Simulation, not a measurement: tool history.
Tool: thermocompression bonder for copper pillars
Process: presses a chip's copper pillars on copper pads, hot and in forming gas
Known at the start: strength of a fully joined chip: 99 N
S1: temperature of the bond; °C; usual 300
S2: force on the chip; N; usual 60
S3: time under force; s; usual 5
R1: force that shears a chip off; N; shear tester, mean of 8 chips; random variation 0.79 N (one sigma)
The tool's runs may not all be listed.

run 1 hour=0 | S1=300 S2=60 S3=5 | R1=62.6
run 2 hour=12.7 | S1=300 S2=60 S3=5 | R1=62.9
run 3 hour=22.9 | S1=300 S2=60 S3=5 | R1=62
-- hour=31.9 forming gas filter changed
run 4 hour=37.7 | S1=300 S2=60 S3=5 | R1=67.1
run 5 hour=48.7 | S1=300 S2=60 S3=5 | R1=66.3
run 6 hour=55.1 | S1=300 S2=60 S3=5 | R1=66.6
run 7 hour=69.9 | S1=300 S2=60 S3=5 | R1=66.5
run 8 hour=84.9 | S1=300 S2=60 S3=5 | R1=66.8
run 9 hour=94.9 | S1=300 S2=60 S3=5 | R1=64.9
run 10 hour=108 | S1=300 S2=60 S3=5 | R1=65.7
run 11 hour=117.3 | S1=300 S2=70 S3=5 | R1=67
run 12 hour=125.1 | S1=300 S2=60 S3=9 | R1=75.1
run 13 hour=138.4 | S1=279 S2=60 S3=5 | R1=56.1
run 14 hour=153.3 | S1=279 S2=60 S3=6 | R1=59.3
run 15 hour=163.9 | S1=300 S2=84 S3=5 | R1=70.4
run 16 hour=171.8 | S1=300 S2=84 S3=5 | R1=72
run 17 hour=179.3 | S1=300 S2=84 S3=5 | R1=69.9
run 18 hour=188.4 | S1=300 S2=60 S3=12 | R1=78.3
run 19 hour=195.8 | S1=300 S2=60 S3=12 | R1=77.8
run 20 hour=209.6 | S1=300 S2=60 S3=12 | R1=76.4
run 21 hour=219.3 | S1=279 S2=41 S3=5 | R1=45.7
-- hour=226.6 forming gas filter changed
run 22 hour=234.5 | S1=279 S2=41 S3=5 | R1=50.1
run 23 hour=242.1 | S1=313 S2=71 S3=9 | R1=86.3
run 24 hour=250.6 | S1=313 S2=71 S3=9 | R1=83.9
run 25 hour=261.3 | S1=313 S2=63 S3=3 | R1=64.4
run 26 hour=273.4 | S1=321 S2=59 S3=5 | R1=73.3
run 27 hour=282.2 | S1=302 S2=59 S3=3 | R1=56.9
run 28 hour=296.9 | S1=302 S2=59 S3=3 | R1=57.8
run 29 hour=305.2 | S1=302 S2=59 S3=3 | R1=58.7
run 30 hour=318.1 | S1=302 S2=81 S3=11 | R1=85.2
run 31 hour=331.2 | S1=301 S2=69 S3=3 | R1=60.8
run 32 hour=338.5 | S1=322 S2=57 S3=12 | R1=85.3
run 33 hour=349.7 | S1=306 S2=60 S3=3 | R1=58.8
run 34 hour=358.8 | S1=300 S2=49 S3=15 | R1=76.8
run 35 hour=367.3 | S1=300 S2=49 S3=15 | R1=78.4
run 36 hour=374.5 | S1=278 S2=50 S3=5 | R1=50.3
run 37 hour=386 | S1=281 S2=68 S3=5 | R1=60.4
run 38 hour=393.8 | S1=300 S2=40 S3=12 | R1=69.1
run 39 hour=405.8 | S1=292 S2=59 S3=4 | R1=56.9

Each row is a separate what-if for the run after 39, all from the same tool condition, not one after another. Results?
run A hour=413.2 | S1=300 S2=59 S3=5 | R1=?
run B hour=413.2 | S1=290 S2=39 S3=4 | R1=?
run C hour=413.2 | S1=300 S2=62 S3=7 | R1=?

run=A R1=63.7
run=B R1=46.5
run=C R1=71
Without the tool's hidden state the same runs would have given:
run=A R1=66.3
run=B R1=48
run=C R1=74.2
